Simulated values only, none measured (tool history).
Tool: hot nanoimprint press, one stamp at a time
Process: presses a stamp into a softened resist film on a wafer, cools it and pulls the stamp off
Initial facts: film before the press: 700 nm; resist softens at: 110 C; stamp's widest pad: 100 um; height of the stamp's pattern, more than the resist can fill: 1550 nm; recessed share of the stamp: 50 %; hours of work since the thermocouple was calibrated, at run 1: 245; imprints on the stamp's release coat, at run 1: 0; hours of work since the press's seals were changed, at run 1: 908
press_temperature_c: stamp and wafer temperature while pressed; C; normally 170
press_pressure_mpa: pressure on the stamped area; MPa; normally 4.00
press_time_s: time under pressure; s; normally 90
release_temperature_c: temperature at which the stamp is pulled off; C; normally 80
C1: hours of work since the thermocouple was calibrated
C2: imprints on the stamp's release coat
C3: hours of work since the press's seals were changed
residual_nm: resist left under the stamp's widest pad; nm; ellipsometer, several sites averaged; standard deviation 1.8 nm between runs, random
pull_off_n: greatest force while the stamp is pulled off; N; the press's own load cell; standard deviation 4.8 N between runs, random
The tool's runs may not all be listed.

Run 1, hour 0.0: usual settings; C1 245; C2 0; C3 908. Result: residual_nm 297.2 nm, pull_off_n 236 N.
Run 2, hour 30.0: usual settings; C1 261; C2 65; C3 924. Result: residual_nm 296.6 nm, pull_off_n 232 N.
Run 3, hour 60.8: usual settings; C1 277; C2 133; C3 941. Result: residual_nm 295.2 nm, pull_off_n 235 N.
Run 4, hour 100.3: usual settings but press_time_s 75 s; C1 298; C2 219; C3 962. Result: residual_nm 313.8 nm, pull_off_n 237 N.
Run 5, hour 121.0: usual settings; C1 310; C2 264; C3 973. Result: residual_nm 294.7 nm, pull_off_n 236 N.
Run 6, hour 159.4: usual settings; C1 330; C2 348; C3 994. Result: residual_nm 295.2 nm, pull_off_n 237 N.
At hour 175.5: plate thermocouple calibrated.
Run 7, hour 182.2: usual settings; C1 4; C2 391; C3 1005. Result: residual_nm 296.1 nm, pull_off_n 238 N.
Run 8, hour 211.1: usual settings but release_temperature_c 73 C; C1 19; C2 454; C3 1020. Result: residual_nm 293.8 nm, pull_off_n 254 N.
Run 9, hour 247.2: usual settings but release_temperature_c 73 C; C1 38; C2 533; C3 1040. Result: residual_nm 295.7 nm, pull_off_n 248 N.
Run 10, hour 273.9: usual settings but release_temperature_c 73 C; C1 53; C2 591; C3 1054. Result: residual_nm 291.8 nm, pull_off_n 239 N.
Run 11, hour 300.8: usual settings but press_pressure_mpa 5.28 MPa; C1 67; C2 650; C3 1068. Result: residual_nm 254.4 nm, pull_off_n 237 N.
At hour 319.3: stamp cleaned and given a new release coat.
Run 12, hour 333.1: usual settings but press_pressure_mpa 5.28 MPa; C1 81; C2 30; C3 1082. Result: residual_nm 253.0 nm, pull_off_n 241 N.
Run 13, hour 374.6: usual settings but press_pressure_mpa 5.28 MPa; C1 104; C2 121; C3 1105. Result: residual_nm 256.5 nm, pull_off_n 237 N.
At hour 396.2: press's hydraulic seals changed and the load cell set to zero.
Run 14, hour 401.4: usual settings but press_pressure_mpa 5.28 MPa; C1 114; C2 162; C3 3. Result: residual_nm 256.3 nm, pull_off_n 232 N.
Run 15, hour 431.2: usual settings but press_pressure_mpa 5.28 MPa; C1 130; C2 227; C3 19. Result: residual_nm 254.4 nm, pull_off_n 233 N.
Run 16, hour 466.4: usual settings but press_temperature_c 161 C, press_pressure_mpa 4.69 MPa, press_time_s 130 s, release_temperature_c 74 C; C1 149; C2 303; C3 38. Result: residual_nm 397.9 nm, pull_off_n 256 N.
Run 17, hour 494.9: usual settings but release_temperature_c 78 C; C1 164; C2 365; C3 53. Result: residual_nm 293.4 nm, pull_off_n 244 N.
Run 18, hour 532.2: usual settings but release_temperature_c 78 C; C1 184; C2 447; C3 73. Result: residual_nm 294.8 nm, pull_off_n 250 N.
Run 19, hour 560.1: usual settings but release_temperature_c 78 C; C1 199; C2 508; C3 88. Result: residual_nm 297.8 nm, pull_off_n 245 N.
Run 20, hour 602.3: usual settings but press_pressure_mpa 3.74 MPa, press_time_s 158 s; C1 222; C2 600; C3 111. Result: residual_nm 249.8 nm, pull_off_n 243 N.
At hour 643.2: stamp cleaned and given a new release coat.
Run 21, hour 646.2: usual settings but press_temperature_c 165 C, press_time_s 153 s; C1 242; C2 6; C3 131. Result: residual_nm 326.2 nm, pull_off_n 232 N.
Run 22, hour 687.8: usual settings but press_temperature_c 165 C, press_time_s 153 s; C1 264; C2 97; C3 153. Result: residual_nm 325.2 nm, pull_off_n 233 N.
Run 23, hour 719.0: usual settings but press_time_s 83 s; C1 281; C2 165; C3 170. Result: residual_nm 305.7 nm, pull_off_n 237 N.
Run 24, hour 756.6: usual settings but press_time_s 162 s, release_temperature_c 75 C; C1 301; C2 247; C3 190. Result: residual_nm 237.5 nm, pull_off_n 247 N.
Run 25, hour 789.8: usual settings but press_pressure_mpa 2.65 MPa, press_time_s 79 s, release_temperature_c 81 C; C1 319; C2 320; C3 208. Result: residual_nm 374.2 nm, pull_off_n 235 N.
Run 26, hour 818.3: usual settings but press_pressure_mpa 2.65 MPa, press_time_s 79 s, release_temperature_c 81 C; C1 335; C2 382; C3 223. Result: residual_nm 375.9 nm, pull_off_n 231 N.
At hour 825.9: plate thermocouple calibrated.
Run 27, hour 846.3: usual settings but press_pressure_mpa 2.65 MPa, press_time_s 79 s, release_temperature_c 81 C; C1 11; C2 436; C3 237. Result: residual_nm 377.9 nm, pull_off_n 237 N.
Run 28, hour 874.4: usual settings but press_temperature_c 161 C, press_time_s 114 s; C1 26; C2 498; C3 252. Result: residual_nm 440.6 nm, pull_off_n 234 N.
Run 29, hour 907.0: usual settings but press_temperature_c 169 C, press_pressure_mpa 3.11 MPa, press_time_s 95 s, release_temperature_c 85 C; C1 44; C2 569; C3 270. Result: residual_nm 346.9 nm, pull_off_n 229 N.

3 options for the next run, each taken on its own from the tool as it stands now. Forecast them:
Run A, hour 925.6: usual settings but press_temperature_c 169 C, press_pressure_mpa 3.11 MPa, press_time_s 63 s, release_temperature_c 85 C; C1 54; C2 609; C3 280. Result: residual_nm ?, pull_off_n ?.
Run B, hour 925.6: usual settings but press_temperature_c 176 C, press_pressure_mpa 3.11 MPa, press_time_s 95 s, release_temperature_c 85 C; C1 54; C2 609; C3 280. Result: residual_nm ?, pull_off_n ?.
Run C, hour 925.6: usual settings but press_temperature_c 177 C, release_temperature_c 75 C; C1 54; C2 609; C3 280. Result: residual_nm ?, pull_off_n ?.

run  residual_nm  pull_off_n
  A        399.1         228
  B        238.6         230
  C        202.1         247
Take away the tool's hidden state, keep each run's random variation, and the runs would have read:
run  residual_nm  pull_off_n
  A        399.1         227
  B        238.5         229
  C        202.1         246
